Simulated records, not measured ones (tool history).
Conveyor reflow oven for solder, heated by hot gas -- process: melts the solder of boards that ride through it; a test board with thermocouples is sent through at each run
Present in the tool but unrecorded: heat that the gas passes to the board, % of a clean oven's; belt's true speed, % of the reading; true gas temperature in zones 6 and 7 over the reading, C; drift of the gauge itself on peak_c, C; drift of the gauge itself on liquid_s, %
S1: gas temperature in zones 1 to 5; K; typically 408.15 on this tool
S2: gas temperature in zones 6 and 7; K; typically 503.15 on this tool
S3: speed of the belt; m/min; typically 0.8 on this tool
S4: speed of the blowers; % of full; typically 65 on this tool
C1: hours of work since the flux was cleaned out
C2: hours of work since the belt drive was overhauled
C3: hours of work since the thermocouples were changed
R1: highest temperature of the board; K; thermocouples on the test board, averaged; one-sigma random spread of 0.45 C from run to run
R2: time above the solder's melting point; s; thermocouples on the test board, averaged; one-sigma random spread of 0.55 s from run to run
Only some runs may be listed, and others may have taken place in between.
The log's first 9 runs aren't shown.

run     day      S1      S2     S3  S4   C1   C2    C3      R1    R2
 10   8.658  408.15  503.15    0.8  62   33  440   807  482.15  37.6
 11   9.604  408.15  503.15    0.8  62   43  450   817  481.75  36.7
 12  10.425  408.15  503.15    0.8  62   51  458   825  481.15  36.9
 13  11.258  408.15  503.15    0.8  65   60  467   834  482.65  38.3
 14   12.15  394.15  503.15    0.8  65   69  476   843  479.55  31.3
 15  13.488  408.15  503.15    0.8  65   83  490   857  482.65  38.6
 16  14.454  408.15  503.15    0.8  65   93  500   867  482.45  38.1
 17  15.462  410.15  503.15  0.654  65  104  511   878  489.75  55.8
 18  16.417  410.15  503.15  0.654  65  114  521   888  489.65  54.7
 19  17.167  398.15  493.15  0.678  69  122  528   895  478.45  40.9
 20  18.162  398.15  493.15  0.678  69  132  539   906  479.55    40
 21  19.325  411.15  512.15  0.678  63  144  551   918  496.05  57.5
 22  20.421  411.15  512.15  0.678  63  155  562   929  495.65  56.4
 23   21.75  398.15  497.15  0.913  79  169  576   943  474.75  24.8
 24  22.942  405.15  497.15  0.913  66  182  589   955  470.95  21.5
 25  23.558  397.15  503.15   0.89  65  188  595   962  474.05  24.2
 26  24.571  397.15  505.15   0.89  67  199  606   972  476.45  26.3
 27  25.146  411.15  494.15   0.89  67  205  611   978  471.95    25
 28  25.779  396.15  503.15  0.895  61  211  618   985  472.75  21.3
 29  26.479  402.15  503.15    0.8  65  218  625   992  480.15  34.3
 30  27.404  420.15  514.15  0.831  59  228  635  1002  489.25  44.4

Below are 5 alternative next runs, each starting from the tool's condition after run 30. Predict each:
  A  28.379  409.15  508.15    0.8  69  238  645  1012   ?   ?
  B  28.379  408.15  492.15    0.8  59  238  645  1012   ?   ?
  C  28.379  401.15  514.15  0.831  59  238  645  1012   ?   ?
  D  28.379  420.15  514.15  0.878  58  238  645  1012   ?   ?
  E  28.379  420.15  514.15  0.831  87  238  645  1012   ?   ?

run      R1    R2
  A  486.85  41.2
  B  470.15  24.4
  C  483.15    35
  D  486.35  38.9
  E  497.65  50.7
Without the tool's hidden state the same runs would have given:
run      R1    R2
  A  488.05    42
  B  470.95  25.6
  C  484.45    36
  D  487.45  39.6
  E  498.95    51
